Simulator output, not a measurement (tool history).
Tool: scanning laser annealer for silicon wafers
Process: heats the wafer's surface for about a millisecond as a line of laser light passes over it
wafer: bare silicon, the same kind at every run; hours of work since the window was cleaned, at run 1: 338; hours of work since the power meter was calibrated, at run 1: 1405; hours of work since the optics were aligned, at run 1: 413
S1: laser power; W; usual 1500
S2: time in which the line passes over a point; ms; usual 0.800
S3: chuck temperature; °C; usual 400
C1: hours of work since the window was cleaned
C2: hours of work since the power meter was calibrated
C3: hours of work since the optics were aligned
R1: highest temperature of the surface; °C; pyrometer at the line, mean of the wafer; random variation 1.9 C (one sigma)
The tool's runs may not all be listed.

run,hour,S1,S2,S3,C1,C2,C3,R1
1,0.0,1500,0.800,400,338,1405,413,1157
2,69.9,1637,0.800,400,380,1447,455,1240
3,115.6,1456,0.800,400,407,1475,482,1128
4,189.4,1339,0.800,400,451,1519,526,1055
5,255.3,1339,0.800,400,491,1559,566,1051
6,310.6,1339,0.800,400,524,1592,599,1052
7,352.3,1339,0.800,400,549,1617,624,1055
# hour 358.2: window over the wafer cleaned
8,423.7,1282,0.800,400,39,1658,666,1035
9,476.9,1426,0.800,400,71,1690,698,1120
10,523.0,1500,0.800,379,99,1718,725,1145
11,556.1,1500,0.800,400,119,1738,745,1167
12,610.4,1500,0.800,400,151,1770,778,1164
13,653.9,1500,0.800,400,177,1796,804,1161
14,684.8,1500,0.800,400,196,1815,822,1163
15,730.5,1500,0.800,400,223,1842,850,1159
16,772.8,1500,0.800,408,249,1868,875,1164
17,845.9,1500,0.800,408,293,1912,919,1167
18,893.3,1500,0.800,408,321,1940,947,1164
19,928.0,1500,0.800,408,342,1961,968,1163
20,966.2,1500,0.800,400,365,1984,991,1153
21,1004.3,1500,0.800,400,388,2007,1014,1154
22,1067.4,1613,0.800,384,425,2045,1052,1206
23,1134.9,1613,0.800,375,466,2085,1092,1196
24,1182.8,1500,0.719,400,495,2114,1121,1103
25,1235.7,1458,0.719,370,526,2146,1153,1050
# hour 1280.7: window over the wafer cleaned
26,1288.8,1425,0.941,400,5,2176,1183,1186
27,1346.5,1425,0.941,400,40,2211,1218,1184
28,1391.9,1425,0.941,400,67,2238,1245,1189
29,1453.3,1425,0.764,400,104,2275,1282,1096
30,1519.8,1425,0.764,400,143,2315,1322,1094
31,1571.9,1399,0.683,436,175,2346,1353,1074
32,1615.0,1458,0.600,438,201,2372,1379,1058
33,1675.1,1458,0.600,438,237,2408,1415,1061
34,1747.9,1458,0.600,438,280,2452,1459,1053
35,1779.6,1458,0.600,438,299,2471,1478,1057
# hour 1818.0: optics aligned, line set to its width
36,1833.1,1416,0.609,400,328,2500,9,1006
37,1903.9,1416,0.609,400,371,2542,52,1006
38,1941.4,1421,0.604,401,393,2565,74,1008
39,2003.6,1370,0.604,401,431,2602,111,977

Forecast run 40:
40,2037.7,1370,0.604,401,451,2623,132,?

Run 40 gave R1 980 °C.
Without the tool's hidden state the same run would have given R1 992 °C.
